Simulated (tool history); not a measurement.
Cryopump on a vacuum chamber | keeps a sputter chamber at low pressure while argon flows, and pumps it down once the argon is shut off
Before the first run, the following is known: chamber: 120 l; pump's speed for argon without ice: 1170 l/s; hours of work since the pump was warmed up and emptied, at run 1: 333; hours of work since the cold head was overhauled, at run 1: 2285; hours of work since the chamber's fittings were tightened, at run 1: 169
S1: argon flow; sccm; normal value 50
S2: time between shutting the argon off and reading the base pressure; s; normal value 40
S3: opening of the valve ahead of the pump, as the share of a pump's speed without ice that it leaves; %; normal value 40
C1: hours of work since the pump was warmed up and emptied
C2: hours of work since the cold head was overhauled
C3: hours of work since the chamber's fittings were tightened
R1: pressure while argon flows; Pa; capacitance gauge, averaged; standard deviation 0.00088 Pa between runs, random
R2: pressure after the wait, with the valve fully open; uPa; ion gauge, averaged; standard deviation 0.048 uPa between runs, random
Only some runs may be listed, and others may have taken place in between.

run	day	S1	S2	S3	C1	C2	C3	R1	R2
1	0	50	40	40	333	2285	169	0.1882	3
2	2.079	50	40	40	369	2321	205	0.1887	2.96
3	4.517	50	40	40	411	2362	247	0.1882	3
4	6.621	50	40	40	447	2399	283	0.1901	3.18
5	9.088	50	40	40	489	2441	325	0.1914	3.07
6	11.7	50	40	40	534	2486	370	0.1904	3.09
7	16.625	50	99	40	618	2570	455	0.1935	1.59
8	19.75	50	137	40	672	2624	508	0.1961	1.35
9	21.875	50	40	40	709	2660	545	0.1933	3.27
10	25.733	50	40	22	775	2727	611	0.347	3.41
11	29.667	28	120	30	842	2794	678	0.1439	1.6
12	33.612	28	120	30	910	2862	746	0.146	1.66
# day 35.262: pump warmed up, emptied and cooled again
13	36.121	52	219	29	15	2901	786	0.2616	1.12
14	39.35	40	125	48	70	2957	841	0.1244	1.5
15	42.35	98	47	40	122	3008	893	0.3612	2.93
16	45.092	98	47	40	169	3055	940	0.3626	3.03
17	47.992	98	47	40	218	3105	989	0.3656	3.05
18	52.117	73	98	24	289	3176	1060	0.4477	1.89
19	54.662	47	290	40	333	3219	1104	0.1773	1.21

Subtracting, for every run, the result it would have given without the tool's unlogged condition from the measured result gives the following. The same run-to-run variation enters both numbers; the gauge's scatter may not:
Hidden state present: pump's speed, % of a pump's without ice; cold plate's temperature, K; leak into the chamber, uPa l/s; drift of the gauge itself on working_pa, %; drift of the gauge itself on base_upa, %.
run	R1	R2
1	+0.0075	+0.09
2	+0.0081	+0.12
3	+0.0088	+0.14
4	+0.0095	+0.17
5	+0.0104	+0.2
6	+0.0112	+0.23
7	+0.0129	+0.28
8	+0.0142	+0.32
9	+0.0148	+0.36
10	+0.0164	+0.41
11	+0.0099	+0.44
12	+0.0107	+0.5
13	+0.0028	+0.38
14	+0.0029	+0.41
15	+0.0086	+0.45
16	+0.0102	+0.49
17	+0.012	+0.52
18	+0.0106	+0.56
19	+0.0076	+0.6
